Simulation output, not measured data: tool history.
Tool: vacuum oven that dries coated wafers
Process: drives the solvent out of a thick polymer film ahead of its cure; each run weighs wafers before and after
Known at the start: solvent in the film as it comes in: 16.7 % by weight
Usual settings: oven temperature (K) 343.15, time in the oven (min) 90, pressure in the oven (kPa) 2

Run 1, hour 0: usual settings. Result: solvent left in the film (%) 0.9.
Run 2, hour 25.9: usual settings. Result: solvent left in the film (%) 0.89.
Run 3, hour 62.8: usual settings but oven temperature (K) 357.15. Result: solvent left in the film (%) 0.25.
Run 4, hour 101.9: usual settings but oven temperature (K) 357.15. Result: solvent left in the film (%) 0.27.
Run 5, hour 134.7: usual settings but time in the oven (min) 54. Result: solvent left in the film (%) 2.16.
Run 6, hour 157.5: usual settings but time in the oven (min) 54. Result: solvent left in the film (%) 2.13.
Run 7, hour 187.1: usual settings but time in the oven (min) 142. Result: solvent left in the film (%) 0.5.
Run 8, hour 218.7: usual settings but time in the oven (min) 65. Result: solvent left in the film (%) 1.43.
Run 9, hour 246.5: usual settings but pressure in the oven (kPa) 2.84. Result: solvent left in the film (%) 1.
Run 10, hour 279.1: usual settings but pressure in the oven (kPa) 2.84. Result: solvent left in the film (%) 0.97.
Run 11, hour 305.7: usual settings but pressure in the oven (kPa) 2.84. Result: solvent left in the film (%) 1.
Run 12, hour 344.4: usual settings but pressure in the oven (kPa) 2.84. Result: solvent left in the film (%) 0.98.
Run 13, hour 369.3: usual settings. Result: solvent left in the film (%) 0.82.
Run 14, hour 401.7: usual settings. Result: solvent left in the film (%) 0.83.
Run 15, hour 451.7: usual settings but time in the oven (min) 70. Result: solvent left in the film (%) 1.26.
Run 16, hour 495.6: usual settings but time in the oven (min) 70. Result: solvent left in the film (%) 1.25.
Run 17, hour 539: usual settings but time in the oven (min) 70. Result: solvent left in the film (%) 1.67.
Run 18, hour 580.6: usual settings but time in the oven (min) 70, pressure in the oven (kPa) 1.21. Result: solvent left in the film (%) 1.49.
Run 19, hour 632.2: usual settings but time in the oven (min) 70, pressure in the oven (kPa) 1.21. Result: solvent left in the film (%) 1.49.
Run 20, hour 685.6: usual settings but time in the oven (min) 70, pressure in the oven (kPa) 1.21. Result: solvent left in the film (%) 1.47.
Run 21, hour 712.8: usual settings but time in the oven (min) 70, pressure in the oven (kPa) 1.21. Result: solvent left in the film (%) 1.47.
Run 22, hour 750.7: usual settings but time in the oven (min) 70, pressure in the oven (kPa) 1.21. Result: solvent left in the film (%) 1.48.
Run 23, hour 774.2: usual settings but time in the oven (min) 125. Result: solvent left in the film (%) 0.71.
Run 24, hour 823: usual settings but oven temperature (K) 352.15, time in the oven (min) 125, pressure in the oven (kPa) 6.63. Result: solvent left in the film (%) 1.11.
Run 25, hour 873.4: usual settings but oven temperature (K) 352.15, time in the oven (min) 125, pressure in the oven (kPa) 6.63. Result: solvent left in the film (%) 1.08.
Run 26, hour 896.8: usual settings but oven temperature (K) 350.15, time in the oven (min) 80, pressure in the oven (kPa) 6.63. Result: solvent left in the film (%) 1.3.
Run 27, hour 948.2: usual settings but oven temperature (K) 350.15, time in the oven (min) 80, pressure in the oven (kPa) 6.63. Result: solvent left in the film (%) 1.32.
Run 28, hour 979.2: usual settings but oven temperature (K) 342.15, time in the oven (min) 80, pressure in the oven (kPa) 2.82. Result: solvent left in the film (%) 1.71.
Run 29, hour 1035.6: usual settings but oven temperature (K) 342.15, time in the oven (min) 80, pressure in the oven (kPa) 3.15. Result: solvent left in the film (%) 1.77.
Run 30, hour 1080.8: usual settings but oven temperature (K) 342.15, time in the oven (min) 80, pressure in the oven (kPa) 3.15. Result: solvent left in the film (%) 1.79.
Run 31, hour 1116.9: usual settings but oven temperature (K) 357.15, time in the oven (min) 159, pressure in the oven (kPa) 4.47. Result: solvent left in the film (%) 0.63.
Run 32, hour 1160.1: usual settings but oven temperature (K) 342.15, time in the oven (min) 80, pressure in the oven (kPa) 5.29. Result: solvent left in the film (%) 2.25.
Run 33, hour 1214.4: usual settings but oven temperature (K) 348.15, time in the oven (min) 80, pressure in the oven (kPa) 5.11. Result: solvent left in the film (%) 1.2.
Run 34, hour 1269.9: usual settings but oven temperature (K) 348.15, time in the oven (min) 80, pressure in the oven (kPa) 5.11. Result: solvent left in the film (%) 1.21.
Run 35, hour 1307.1: usual settings but oven temperature (K) 345.15, time in the oven (min) 129, pressure in the oven (kPa) 5.01. Result: solvent left in the film (%) 1.21.
Run 36, hour 1347.4: usual settings but oven temperature (K) 345.15, time in the oven (min) 129, pressure in the oven (kPa) 1.37. Result: solvent left in the film (%) 0.42.
Run 37, hour 1384.4: usual settings but oven temperature (K) 345.15, time in the oven (min) 129, pressure in the oven (kPa) 1.37. Result: solvent left in the film (%) 0.44.
Run 38, hour 1427.7: usual settings but time in the oven (min) 84, pressure in the oven (kPa) 1.08. Result: solvent left in the film (%) 1.
Run 39, hour 1478.1: usual settings but time in the oven (min) 84, pressure in the oven (kPa) 1.08. Result: solvent left in the film (%) 1.
Run 40, hour 1524.9: usual settings but time in the oven (min) 99, pressure in the oven (kPa) 1.41. Result: solvent left in the film (%) 0.78.
Run 41, hour 1560.9: usual settings but oven temperature (K) 347.15, time in the oven (min) 125, pressure in the oven (kPa) 1.38. Result: solvent left in the film (%) 0.37.
Run 42, hour 1616.1: usual settings but oven temperature (K) 347.15, time in the oven (min) 125, pressure in the oven (kPa) 1.38. Result: solvent left in the film (%) 0.39.
Run 43, hour 1659.8: usual settings but oven temperature (K) 347.15, time in the oven (min) 125, pressure in the oven (kPa) 1.38. Result: solvent left in the film (%) 0.36.
Run 44, hour 1708.8: usual settings but oven temperature (K) 353.15. Result: solvent left in the film (%) 0.39.
Run 45, hour 1735.1: usual settings but time in the oven (min) 60. Result: solvent left in the film (%) 2.07.
Run 46, hour 1777.4: usual settings but oven temperature (K) 357.15, time in the oven (min) 50, pressure in the oven (kPa) 5.61. Result: solvent left in the film (%) 0.87.

Taken out of this log: 2 entries between the listed runs. Where each belongs, and how the hidden state differs across it:
Between runs 7 and 8: oven's thermocouples calibrated (hour 208.9)
  true wafer temperature over the reading, C: 1.13 -> 1.76; true pressure over the reading, kPa: 0.093 -> 0.098
  measured less the result without the state, solvent left in the film (%): -0.03 -> -0.4
Between runs 16 and 17: oven's thermocouples calibrated, once more (hour 526.7)
  true wafer temperature over the reading, C: 1.88 -> -0.13; true pressure over the reading, kPa: 0.158 -> 0.166
  measured less the result without the state, solvent left in the film (%): -0.37 -> +0.06
